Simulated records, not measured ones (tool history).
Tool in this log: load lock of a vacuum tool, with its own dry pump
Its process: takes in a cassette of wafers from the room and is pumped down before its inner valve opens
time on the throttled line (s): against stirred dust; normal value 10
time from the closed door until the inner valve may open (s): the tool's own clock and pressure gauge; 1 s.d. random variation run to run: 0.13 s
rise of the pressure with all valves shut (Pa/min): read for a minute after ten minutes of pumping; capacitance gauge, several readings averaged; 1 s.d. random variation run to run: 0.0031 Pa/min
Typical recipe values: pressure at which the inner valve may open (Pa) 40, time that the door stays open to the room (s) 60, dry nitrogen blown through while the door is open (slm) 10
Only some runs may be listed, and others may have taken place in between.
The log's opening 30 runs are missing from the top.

run	hour	time on the throttled line (s)	pressure at which the inner valve may open (Pa)	time that the door stays open to the room (s)	dry nitrogen blown through while the door is open (slm)	incoming humidity of the room's air, %	time from the closed door until the inner valve may open (s)	rise of the pressure with all valves shut (Pa/min)
31	3512.7	7	49	25	23	47.1	17.6	0.164
32	3667.0	7	49	79	23	45.7	17.7	0.190
33	3742.1	7	49	79	23	50.4	17.6	0.202
34	3854.3	7	40	60	37	43.5	17.8	0.179
35	3937.4	7	30	50	19	45.9	18.6	0.196
36	4101.2	7	30	50	19	45.2	18.7	0.197
37	4173.1	7	30	50	19	42.8	18.4	0.196
38	4256.2	7	40	132	8	45.7	18.1	0.252

3 ways to go on from here, each from the tool as it stands after run 38. What would each give?
A	4350.2	6	33	60	10	40.7	?	?
B	4350.2	10	40	45	10	43.3	?	?
C	4350.2	16	32	132	5	42.9	?	?

run	time from the closed door until the inner valve may open (s)	rise of the pressure with all valves shut (Pa/min)
A	17.6	0.221
B	20.4	0.212
C	25.6	0.265
Had the tool no hidden state, the same runs would have come out as:
run	time from the closed door until the inner valve may open (s)	rise of the pressure with all valves shut (Pa/min)
A	17.3	0.061
B	20.2	0.053
C	25.4	0.101
